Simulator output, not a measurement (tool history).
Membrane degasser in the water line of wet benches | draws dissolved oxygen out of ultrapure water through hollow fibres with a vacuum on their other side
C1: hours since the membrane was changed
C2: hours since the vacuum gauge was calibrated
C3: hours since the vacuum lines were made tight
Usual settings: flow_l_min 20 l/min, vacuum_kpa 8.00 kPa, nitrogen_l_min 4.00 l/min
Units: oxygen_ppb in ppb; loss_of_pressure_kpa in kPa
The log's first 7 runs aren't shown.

{"run": 8, "hour": 818.2, "flow_l_min": 20, "vacuum_kpa": 8.0, "nitrogen_l_min": 3.72, "C1": 1029, "C2": 1795, "C3": 8145, "oxygen_ppb": 86.0, "loss_of_pressure_kpa": 27.96}
{"run": 9, "hour": 906.7, "flow_l_min": 20, "vacuum_kpa": 7.58, "nitrogen_l_min": 3.72, "C1": 1118, "C2": 1883, "C3": 8234, "oxygen_ppb": 79.9, "loss_of_pressure_kpa": 27.86}
{"run": 10, "hour": 1040.4, "flow_l_min": 20, "vacuum_kpa": 7.58, "nitrogen_l_min": 3.72, "C1": 1251, "C2": 2017, "C3": 8368, "oxygen_ppb": 82.0, "loss_of_pressure_kpa": 27.78}
{"run": 11, "hour": 1142.6, "flow_l_min": 20, "vacuum_kpa": 7.58, "nitrogen_l_min": 3.72, "C1": 1354, "C2": 2119, "C3": 8470, "oxygen_ppb": 81.6, "loss_of_pressure_kpa": 28.02}
{"run": 12, "hour": 1220.1, "flow_l_min": 20, "vacuum_kpa": 8.0, "nitrogen_l_min": 6.67, "C1": 1431, "C2": 2197, "C3": 8547, "oxygen_ppb": 56.8, "loss_of_pressure_kpa": 28.17}
{"run": 13, "hour": 1314.9, "flow_l_min": 20, "vacuum_kpa": 8.0, "nitrogen_l_min": 6.67, "C1": 1526, "C2": 2292, "C3": 8642, "oxygen_ppb": 58.2, "loss_of_pressure_kpa": 28.12}
{"run": 14, "hour": 1409.2, "flow_l_min": 20, "vacuum_kpa": 13.72, "nitrogen_l_min": 4.0, "C1": 1620, "C2": 2386, "C3": 8736, "oxygen_ppb": 147.5, "loss_of_pressure_kpa": 27.85}
{"run": 15, "hour": 1532.5, "flow_l_min": 20, "vacuum_kpa": 8.0, "nitrogen_l_min": 4.0, "C1": 1743, "C2": 2509, "C3": 8860, "oxygen_ppb": 80.4, "loss_of_pressure_kpa": 27.64}
{"run": 16, "hour": 1628.0, "flow_l_min": 20, "vacuum_kpa": 8.0, "nitrogen_l_min": 4.0, "C1": 1839, "C2": 2605, "C3": 8955, "oxygen_ppb": 80.8, "loss_of_pressure_kpa": 27.97}
{"run": 17, "hour": 1804.9, "flow_l_min": 20, "vacuum_kpa": 8.0, "nitrogen_l_min": 4.0, "C1": 2016, "C2": 2782, "C3": 9132, "oxygen_ppb": 81.7, "loss_of_pressure_kpa": 27.92}
{"run": 18, "hour": 1882.0, "flow_l_min": 16, "vacuum_kpa": 8.0, "nitrogen_l_min": 4.0, "C1": 2093, "C2": 2859, "C3": 9209, "oxygen_ppb": 57.5, "loss_of_pressure_kpa": 22.26}
{"run": 19, "hour": 2031.1, "flow_l_min": 26, "vacuum_kpa": 14.37, "nitrogen_l_min": 1.72, "C1": 2242, "C2": 3008, "C3": 9358, "oxygen_ppb": 417.5, "loss_of_pressure_kpa": 36.47}
{"run": 20, "hour": 2110.6, "flow_l_min": 14, "vacuum_kpa": 18.23, "nitrogen_l_min": 3.15, "C1": 2322, "C2": 3087, "C3": 9438, "oxygen_ppb": 164.2, "loss_of_pressure_kpa": 19.22}
{"run": 21, "hour": 2282.3, "flow_l_min": 16, "vacuum_kpa": 6.33, "nitrogen_l_min": 5.35, "C1": 2493, "C2": 3259, "C3": 9610, "oxygen_ppb": 34.4, "loss_of_pressure_kpa": 22.09}
{"run": 22, "hour": 2362.1, "flow_l_min": 23, "vacuum_kpa": 6.33, "nitrogen_l_min": 11.51, "C1": 2573, "C2": 3339, "C3": 9689, "oxygen_ppb": 50.1, "loss_of_pressure_kpa": 31.91}
{"run": 23, "hour": 2489.8, "flow_l_min": 29, "vacuum_kpa": 17.14, "nitrogen_l_min": 4.0, "C1": 2701, "C2": 3466, "C3": 9817, "oxygen_ppb": 300.3, "loss_of_pressure_kpa": 40.27}
{"run": 24, "hour": 2636.6, "flow_l_min": 20, "vacuum_kpa": 13.11, "nitrogen_l_min": 9.02, "C1": 2847, "C2": 3613, "C3": 9964, "oxygen_ppb": 76.5, "loss_of_pressure_kpa": 27.75}
{"run": 25, "hour": 2748.0, "flow_l_min": 20, "vacuum_kpa": 6.52, "nitrogen_l_min": 3.82, "C1": 2959, "C2": 3725, "C3": 10075, "oxygen_ppb": 64.8, "loss_of_pressure_kpa": 27.78}
{"run": 26, "hour": 2865.9, "flow_l_min": 20, "vacuum_kpa": 6.56, "nitrogen_l_min": 4.0, "C1": 3077, "C2": 3843, "C3": 10193, "oxygen_ppb": 62.4, "loss_of_pressure_kpa": 27.98}
{"run": 27, "hour": 3037.8, "flow_l_min": 25, "vacuum_kpa": 5.79, "nitrogen_l_min": 11.87, "C1": 3249, "C2": 4015, "C3": 10365, "oxygen_ppb": 57.9, "loss_of_pressure_kpa": 34.94}
{"run": 28, "hour": 3203.1, "flow_l_min": 20, "vacuum_kpa": 16.46, "nitrogen_l_min": 4.0, "C1": 3414, "C2": 4180, "C3": 10530, "oxygen_ppb": 183.2, "loss_of_pressure_kpa": 27.94}
{"run": 29, "hour": 3317.0, "flow_l_min": 20, "vacuum_kpa": 8.0, "nitrogen_l_min": 4.0, "C1": 3528, "C2": 4294, "C3": 10644, "oxygen_ppb": 80.8, "loss_of_pressure_kpa": 28.03}
{"run": 30, "hour": 3459.2, "flow_l_min": 30, "vacuum_kpa": 8.0, "nitrogen_l_min": 1.63, "C1": 3670, "C2": 4436, "C3": 10786, "oxygen_ppb": 260.2, "loss_of_pressure_kpa": 42.01}
{"run": 31, "hour": 3636.4, "flow_l_min": 25, "vacuum_kpa": 8.0, "nitrogen_l_min": 8.43, "C1": 3847, "C2": 4613, "C3": 10964, "oxygen_ppb": 79.8, "loss_of_pressure_kpa": 34.69}

Forecast each of these 4 alternatives for the next run:
{"run": "A", "hour": 3735.5, "flow_l_min": 22, "vacuum_kpa": 12.52, "nitrogen_l_min": 2.87, "C1": 3946, "C2": 4712, "C3": 11063, "oxygen_ppb": "?", "loss_of_pressure_kpa": "?"}
{"run": "B", "hour": 3735.5, "flow_l_min": 19, "vacuum_kpa": 8.0, "nitrogen_l_min": 4.0, "C1": 3946, "C2": 4712, "C3": 11063, "oxygen_ppb": "?", "loss_of_pressure_kpa": "?"}
{"run": "C", "hour": 3735.5, "flow_l_min": 20, "vacuum_kpa": 8.0, "nitrogen_l_min": 8.43, "C1": 3946, "C2": 4712, "C3": 11063, "oxygen_ppb": "?", "loss_of_pressure_kpa": "?"}
{"run": "D", "hour": 3735.5, "flow_l_min": 20, "vacuum_kpa": 13.15, "nitrogen_l_min": 4.0, "C1": 3946, "C2": 4712, "C3": 11063, "oxygen_ppb": "?", "loss_of_pressure_kpa": "?"}

run=A oxygen_ppb=198.1 loss_of_pressure_kpa=30.46
run=B oxygen_ppb=74.6 loss_of_pressure_kpa=26.44
run=C oxygen_ppb=51.4 loss_of_pressure_kpa=27.85
run=D oxygen_ppb=145.1 loss_of_pressure_kpa=27.60
Without the tool's hidden state the same runs would have given:
run=A oxygen_ppb=197.9 loss_of_pressure_kpa=30.45
run=B oxygen_ppb=74.5 loss_of_pressure_kpa=26.43
run=C oxygen_ppb=51.3 loss_of_pressure_kpa=27.84
run=D oxygen_ppb=145.0 loss_of_pressure_kpa=27.59
